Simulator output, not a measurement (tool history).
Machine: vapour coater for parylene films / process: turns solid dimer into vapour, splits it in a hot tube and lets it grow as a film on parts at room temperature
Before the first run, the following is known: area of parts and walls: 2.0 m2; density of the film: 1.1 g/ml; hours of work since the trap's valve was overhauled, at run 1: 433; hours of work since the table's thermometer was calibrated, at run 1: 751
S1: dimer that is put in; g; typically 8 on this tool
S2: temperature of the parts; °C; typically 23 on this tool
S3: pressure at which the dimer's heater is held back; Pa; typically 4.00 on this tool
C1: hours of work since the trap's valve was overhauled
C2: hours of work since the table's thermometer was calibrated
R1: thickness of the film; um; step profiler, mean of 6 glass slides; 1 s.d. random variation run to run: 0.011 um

| run | hour | S1 | S2 | S3 | C1 | C2 | R1 |
|---|---|---|---|---|---|---|---|
| 1 | 0.0 | 8 | 23 | 4.00 | 433 | 751 | 2.79 |
| 2 | 24.4 | 8 | 23 | 4.00 | 454 | 771 | 2.81 |
| 3 | 39.2 | 8 | 23 | 4.00 | 466 | 783 | 2.81 |
| 4 | 57.3 | 8 | 23 | 4.00 | 481 | 798 | 2.79 |
| 5 | 74.1 | 8 | 23 | 4.00 | 495 | 812 | 2.78 |
| 6 | 100.7 | 8 | 23 | 4.00 | 517 | 835 | 2.79 |
| 7 | 127.6 | 8 | 23 | 4.00 | 539 | 857 | 2.77 |
| 8 | 146.2 | 8 | 23 | 4.00 | 555 | 872 | 2.77 |
| 9 | 169.9 | 8 | 23 | 2.83 | 575 | 892 | 2.95 |
| 10 | 200.5 | 8 | 23 | 4.00 | 600 | 917 | 2.77 |
| 11 | 220.8 | 8 | 23 | 2.97 | 617 | 934 | 2.89 |
| 12 | 236.0 | 8 | 23 | 2.97 | 630 | 947 | 2.88 |
| 13 | 251.4 | 8 | 23 | 7.77 | 642 | 960 | 2.45 |
|  | 259.0 | trap's valve overhauled |
| 14 | 279.5 | 8 | 23 | 7.77 | 17 | 980 | 2.66 |
| 15 | 293.7 | 8 | 23 | 7.77 | 29 | 992 | 2.68 |
|  | 307.7 | table's thermometer calibrated |
| 16 | 307.8 | 12 | 26 | 3.57 | 40 | 0 | 4.27 |
| 17 | 333.5 | 6 | 30 | 4.00 | 61 | 21 | 1.98 |
| 18 | 354.1 | 6 | 30 | 4.00 | 78 | 39 | 1.96 |
| 19 | 385.4 | 4 | 21 | 2.65 | 104 | 65 | 1.60 |
| 20 | 407.9 | 3 | 30 | 5.38 | 123 | 83 | 0.93 |
| 21 | 429.7 | 3 | 30 | 5.38 | 141 | 101 | 0.93 |
| 22 | 449.5 | 7 | 18 | 4.00 | 158 | 118 | 2.72 |
| 23 | 477.8 | 5 | 21 | 2.36 | 181 | 141 | 2.05 |
| 24 | 504.1 | 5 | 21 | 2.36 | 203 | 163 | 2.01 |
| 25 | 518.6 | 9 | 18 | 7.93 | 215 | 175 | 3.10 |
| 26 | 538.9 | 9 | 18 | 7.93 | 232 | 192 | 3.10 |

For run 27, what comes out?
| 27 | 563.2 | 7 | 17 | 3.77 | 252 | 212 | ? |

Run 27 produced R1 2.75 um.
Take away the tool's hidden state, keep the run-to-run variation as it was, and the same run would have given R1 2.85 um.
